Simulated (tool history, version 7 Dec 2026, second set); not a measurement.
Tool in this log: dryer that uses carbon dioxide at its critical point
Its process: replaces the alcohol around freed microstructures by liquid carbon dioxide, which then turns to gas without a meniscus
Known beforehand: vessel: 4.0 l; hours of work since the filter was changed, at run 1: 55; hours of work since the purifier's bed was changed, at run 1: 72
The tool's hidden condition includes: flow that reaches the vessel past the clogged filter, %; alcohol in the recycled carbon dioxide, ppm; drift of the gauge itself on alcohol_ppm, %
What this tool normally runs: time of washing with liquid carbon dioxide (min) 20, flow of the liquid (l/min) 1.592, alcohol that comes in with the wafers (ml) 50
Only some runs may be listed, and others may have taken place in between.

run   hour  time of washing with liquid carbon dioxide (min)  flow of the liquid (l/min)  alcohol that comes in with the wafers (ml)  hours of work since the filter was changed  hours of work since the purifier's bed was changed  alcohol left in the vessel before it's heated (ppm by volume)
  1      0                                                20                       1.592                                          50                                          55                                                  72                                                             70
  2   19.7                                                20                       1.592                                          23                                          61                                                  78                                                             50
  3     29                                                13                       1.592                                          50                                          64                                                  81                                                            312
  4   44.7                                                13                       1.592                                          50                                          68                                                  85                                                            332
  5     54                                                13                        1.44                                          50                                          71                                                  88                                                            455
  6   63.8                                                13                        1.44                                          50                                          74                                                  91                                                            465
  7   79.9                                                13                        1.44                                          47                                          79                                                  96                                                            443
  8   97.8                                                13                        1.44                                          47                                          84                                                 101                                                            458
  9  111.3                                                13                        1.44                                          47                                          89                                                 105                                                            454
 10  125.5                                                13                        1.44                                          47                                          93                                                 110                                                            466
 11  140.3                                                13                        1.44                                          47                                          97                                                 114                                                            463
 12    155                                                13                        1.44                                          47                                         102                                                 119                                                            470
 13  164.9                                                13                        1.44                                          47                                         105                                                 122                                                            489
 14  185.7                                                20                       1.592                                          57                                         111                                                 128                                                             89
 15  200.4                                                20                       1.592                                          50                                         115                                                 132                                                             91
 16    210                                                20                        2.43                                          50                                         118                                                 135                                                             46
 17  228.3                                                20                        2.43                                          50                                         124                                                 141                                                             49
 18  237.7                                                20                        2.43                                          50                                         127                                                 143                                                             47
 19  248.8                                                20                        2.43                                          50                                         130                                                 147                                                             45
 20    258                                                17                       1.592                                          50                                         133                                                 150                                                            165
 21  269.5                                                20                        2.41                                          50                                         136                                                 153                                                             39
 22  283.8                                                20                       1.592                                          36                                         140                                                 157                                                             87
 23  302.6                                                14                       1.592                                          50                                         146                                                 163                                                            317
 24  317.9                                                14                       1.592                                          50                                         151                                                 168                                                            339
 25  331.3                                                13                        1.17                                          25                                         155                                                 172                                                            520
 26  350.1                                                13                        1.17                                          25                                         160                                                 177                                                            536
 27  362.5                                                20                       1.592                                          68                                         164                                                 181                                                            134
 28  382.5                                                14                        1.11                                          39                                         170                                                 187                                                            804
 29  391.6                                                14                        1.76                                          74                                         173                                                 190                                                            345
 30    405                                                14                        1.76                                          74                                         177                                                 194                                                            341
 31  416.6                                                14                        1.76                                          74                                         180                                                 197                                                            357
 32  432.8                                                16                        2.55                                          20                                         185                                                 202                                                             62
 33  453.5                                                16                        2.55                                          20                                         191                                                 208                                                             61
 34  471.5                                                21                        1.19                                          26                                         197                                                 214                                                            180
 35  481.4                                                23                        1.31                                          24                                         200                                                 217                                                            106
 36  491.1                                                14                       1.592                                          50                                         203                                                 220                                                            361
 37    504                                                14                        1.74                                          75                                         207                                                 224                                                            406
 38  522.4                                                28                        2.49                                          36                                         212                                                 229                                                             65
 39  540.9                                                17                        1.51                                          36                                         218                                                 235                                                            208
 40    551                                                14                        1.18                                          99                                         221                                                 238                                                           1759
 41  563.1                                                15                        1.35                                          63                                         224                                                 241                                                            665
 42  580.4                                                18                        1.43                                          63                                         230                                                 246                                                            313
 43  597.9                                                18                        1.43                                          21                                         235                                                 252                                                            160
 44  610.2                                                15                        1.43                                         116                                         239                                                 255                                                            990
 45  626.1                                                26                        1.03                                          50                                         243                                                 260                                                            248
 46  645.2                                                20                        1.28                                          28                                         249                                                 266                                                            200
 47  656.9                                                20                       1.592                                          29                                         253                                                 270                                                            123

Selected run-to-run steps in alcohol left in the vessel before it's heated (ppm by volume), each split into two signed amounts: the part the tool would show with no hidden state at all (from settings, incoming material and random variation), and the remainder, which goes to the hidden state together with any gauge scatter not common to the measured and the hidden-state-free results:
Run 39 -> 40: time of washing with liquid carbon dioxide (min) 17 -> 14, flow of the liquid (l/min) 1.51 -> 1.18, alcohol that comes in with the wafers (ml) 36 -> 99. alcohol left in the vessel before it's heated (ppm by volume) +1551: hidden state +502, all else +1049.
Run 40 -> 41: time of washing with liquid carbon dioxide (min) 14 -> 15, flow of the liquid (l/min) 1.18 -> 1.35, alcohol that comes in with the wafers (ml) 99 -> 63. alcohol left in the vessel before it's heated (ppm by volume) -1094: hidden state -326, all else -768.
Run 43 -> 44: time of washing with liquid carbon dioxide (min) 18 -> 15, alcohol that comes in with the wafers (ml) 21 -> 116. alcohol left in the vessel before it's heated (ppm by volume) +830: hidden state +361, all else +469.
